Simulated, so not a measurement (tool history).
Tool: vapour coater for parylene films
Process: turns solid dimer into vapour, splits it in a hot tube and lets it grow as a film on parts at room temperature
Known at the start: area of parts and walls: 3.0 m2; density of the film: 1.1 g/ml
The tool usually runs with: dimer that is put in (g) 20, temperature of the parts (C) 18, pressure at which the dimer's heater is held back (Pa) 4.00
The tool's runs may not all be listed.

run,hour,dimer that is put in (g),temperature of the parts (C),pressure at which the dimer's heater is held back (Pa),thickness of the film (nm)
1,0.0,20,18,4.00,3100
2,57.3,20,18,4.00,3150
3,109.3,20,24,4.00,2530
4,138.8,20,24,4.00,2540
5,182.2,20,24,4.00,2510
6,226.4,20,27,4.00,2300
7,256.2,20,18,4.00,3140
8,298.5,20,18,4.00,3100
9,352.5,20,16,4.00,3270
10,408.9,10,18,4.00,1550
# hour 444.3: trap's valve overhauled
11,448.1,20,18,4.00,3100
12,492.1,20,18,4.00,3120
13,519.3,15,18,4.00,2310
14,544.9,15,18,4.00,2270
15,605.3,20,11,5.89,3570
16,647.9,26,18,5.89,3720
17,683.3,23,28,4.00,2520
18,715.7,15,10,7.76,2680
19,745.1,19,25,8.79,1930
20,784.4,19,25,8.79,1910
21,842.1,20,18,4.00,3140
22,873.2,23,10,4.31,4570
23,926.0,28,13,4.00,5110
24,972.8,28,17,2.23,5090

Branching from run 24: 3 alternative next runs. What would each branch give?
A,999.0,20,10,4.00,?
B,999.0,36,12,2.53,?
C,999.0,28,14,2.23,?

run,thickness of the film (nm)
A,4020
B,7560
C,5680
Had the tool no hidden state, the same runs would have come out as:
run,thickness of the film (nm)
A,4050
B,7620
C,5730
